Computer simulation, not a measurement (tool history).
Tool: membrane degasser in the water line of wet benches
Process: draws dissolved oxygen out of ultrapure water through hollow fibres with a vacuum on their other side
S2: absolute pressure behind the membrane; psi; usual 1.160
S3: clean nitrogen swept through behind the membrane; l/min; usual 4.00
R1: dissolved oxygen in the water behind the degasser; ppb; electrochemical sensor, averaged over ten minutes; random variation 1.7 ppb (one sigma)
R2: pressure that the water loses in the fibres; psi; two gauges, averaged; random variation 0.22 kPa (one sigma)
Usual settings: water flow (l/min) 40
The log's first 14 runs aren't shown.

At hour 2349.2: seals of the vacuum lines changed.
Run 15, hour 2440.1: usual settings. Result: R1 167.8 ppb, R2 7.564 psi.
Run 16, hour 2553.9: usual settings. Result: R1 167.6 ppb, R2 7.493 psi.
Run 17, hour 2740.0: usual settings but S2 1.140 psi, S3 6.30 l/min. Result: R1 125.1 ppb, R2 7.514 psi.
Run 18, hour 2955.8: usual settings but S2 1.140 psi, S3 6.30 l/min. Result: R1 127.0 ppb, R2 7.535 psi.
Run 19, hour 3200.5: usual settings but water flow (l/min) 31, S2 1.198 psi, S3 2.64 l/min. Result: R1 158.8 ppb, R2 5.767 psi.
Run 20, hour 3310.5: usual settings but S2 0.854 psi, S3 6.37 l/min. Result: R1 95.9 ppb, R2 7.548 psi.
Run 21, hour 3469.2: usual settings but S2 0.801 psi, S3 3.09 l/min. Result: R1 125.1 ppb, R2 7.559 psi.
Run 22, hour 3650.8: usual settings but S2 0.801 psi, S3 3.09 l/min. Result: R1 124.8 ppb, R2 7.575 psi.
Run 23, hour 3872.2: usual settings but S2 0.801 psi, S3 3.09 l/min. Result: R1 126.3 ppb, R2 7.543 psi.
Run 24, hour 4058.7: usual settings but S2 2.386 psi, S3 1.99 l/min. Result: R1 603.3 ppb, R2 7.509 psi.
Run 25, hour 4299.5: usual settings but water flow (l/min) 29, S2 2.386 psi, S3 1.83 l/min. Result: R1 468.9 ppb, R2 5.458 psi.
Run 26, hour 4493.0: usual settings but water flow (l/min) 27. Result: R1 89.8 ppb, R2 5.105 psi.
Run 27, hour 4748.2: usual settings but water flow (l/min) 27. Result: R1 91.5 ppb, R2 5.062 psi.
Run 28, hour 4971.8: usual settings but water flow (l/min) 26, S2 1.153 psi, S3 6.36 l/min. Result: R1 58.0 ppb, R2 4.883 psi.
Run 29, hour 5115.5: usual settings but water flow (l/min) 29, S2 1.153 psi, S3 3.58 l/min. Result: R1 107.1 ppb, R2 5.490 psi.
Run 30, hour 5219.0: usual settings but water flow (l/min) 38, S3 5.32 l/min. Result: R1 125.3 ppb, R2 7.132 psi.
Run 31, hour 5384.3: usual settings but water flow (l/min) 30, S2 2.248 psi. Result: R1 238.2 ppb, R2 5.630 psi.

Forecast each of these 5 alternatives for the next run:
At hour 5526.1: vacuum gauge calibrated.
Run A, hour 5620.2: usual settings but S3 3.75 l/min. Result: R1 ?, R2 ?.
At hour 5526.1: vacuum gauge calibrated.
Run B, hour 5620.2: usual settings but water flow (l/min) 30, S2 1.739 psi, S3 6.84 l/min. Result: R1 ?, R2 ?.
At hour 5526.1: vacuum gauge calibrated.
Run C, hour 5620.2: usual settings but water flow (l/min) 33, S3 2.62 l/min. Result: R1 ?, R2 ?.
At hour 5526.1: vacuum gauge calibrated.
Run D, hour 5620.2: usual settings but water flow (l/min) 35, S2 1.846 psi, S3 5.76 l/min. Result: R1 ?, R2 ?.
At hour 5526.1: vacuum gauge calibrated.
Run E, hour 5620.2: usual settings but water flow (l/min) 54, S2 2.476 psi, S3 5.78 l/min. Result: R1 ?, R2 ?.

run     R1      R2
  A  174.1   7.530
  B  112.3   5.603
  C  166.5   6.209
  D  171.8   6.543
  E  439.1  10.170
Without the tool's hidden state the same runs would have given:
run     R1      R2
  A  173.9   7.525
  B  112.2   5.600
  C  166.4   6.205
  D  171.6   6.538
  E  438.8  10.163
